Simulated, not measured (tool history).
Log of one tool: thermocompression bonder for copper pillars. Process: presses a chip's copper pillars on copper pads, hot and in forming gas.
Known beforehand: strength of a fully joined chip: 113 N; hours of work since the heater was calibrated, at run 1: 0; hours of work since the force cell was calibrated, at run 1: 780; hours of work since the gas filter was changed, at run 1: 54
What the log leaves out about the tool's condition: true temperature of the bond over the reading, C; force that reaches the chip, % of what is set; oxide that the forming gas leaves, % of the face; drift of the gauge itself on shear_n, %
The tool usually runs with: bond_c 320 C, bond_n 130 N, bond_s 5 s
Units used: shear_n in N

run	hour	bond_c	bond_n	bond_s	hours of work since the heater was calibrated	hours of work since the force cell was calibrated	hours of work since the gas filter was changed	shear_n
1	0	320	130	5	0	780	54	46.7
2	31.6	320	130	5	19	799	73	46.8
3	68.2	320	130	5	41	821	95	46
4	90.5	320	130	5	55	834	108	46.4
5	123.7	320	130	5	75	855	129	46.3
6	151.3	320	130	5	92	871	145	44.5
7	174.3	320	130	5	106	885	159	43.5
# hour 177.6: forming gas filter changed
8	193.1	344	130	5	117	896	9	58.9
9	224.5	320	130	9	136	916	28	60.4
10	260.1	320	130	9	158	937	50	58.2
11	293.2	320	130	9	178	957	70	58.8
12	330.5	320	130	9	200	980	93	57
13	368.4	320	130	9	223	1003	116	56.4
14	403	320	130	9	244	1024	137	54.7
15	439	320	130	9	266	1046	159	55.2

The next listed run, before its measurement:
# hour 444.8: forming gas filter changed
16	456.6	320	130	9	276	1056	7	?

shear_n: 60.4 N
Were there no unlogged condition in the tool, this run, its random variation unchanged, would have produced shear_n 60.6 N.
